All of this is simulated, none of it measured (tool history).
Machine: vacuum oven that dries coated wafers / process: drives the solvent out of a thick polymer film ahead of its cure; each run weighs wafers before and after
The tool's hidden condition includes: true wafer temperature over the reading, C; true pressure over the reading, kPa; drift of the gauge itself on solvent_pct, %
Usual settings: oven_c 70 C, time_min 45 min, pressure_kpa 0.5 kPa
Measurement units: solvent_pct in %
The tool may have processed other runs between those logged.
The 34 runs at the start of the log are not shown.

run	hour	oven_c	time_min	pressure_kpa	hours of work since the thermocouples were calibrated	hours of work since the vacuum gauge was cleaned of residue	solvent_pct
35	2685	84	49	0.761	687	943	0.63
36	2757	84	49	0.761	740	996	0.63
37	2862.2	56	49	0.727	818	1074	8.87
38	2936.2	56	49	0.727	873	1129	8.72
39	2983.8	72	44	0.5	908	1164	3.04
40	3057.1	80	23	0.5	963	1219	3.08
41	3115.6	80	23	0.5	1006	1262	3.14
42	3186.7	78	35	0.312	1059	1315	2.14
43	3235.8	60	23	0.312	1095	1351	9.85
44	3337.3	60	23	0.312	1171	1426	9.84
45	3398.6	60	27	1.407	1216	1472	10.12
46	3461.7	60	27	1.407	1263	1519	9.97

Here are 3 independent what-if runs from the current tool condition. What would each one return?
A	3527.4	72	47	1.407	1312	1567	?
B	3527.4	70	45	0.444	1312	1567	?
C	3527.4	85	42	0.46	1312	1567	?

run	solvent_pct
A	3.73
B	3.89
C	0.72
Take away the tool's hidden state, keep each run's random variation, and the runs would have read:
run	solvent_pct
A	2.77
B	2.88
C	0.32

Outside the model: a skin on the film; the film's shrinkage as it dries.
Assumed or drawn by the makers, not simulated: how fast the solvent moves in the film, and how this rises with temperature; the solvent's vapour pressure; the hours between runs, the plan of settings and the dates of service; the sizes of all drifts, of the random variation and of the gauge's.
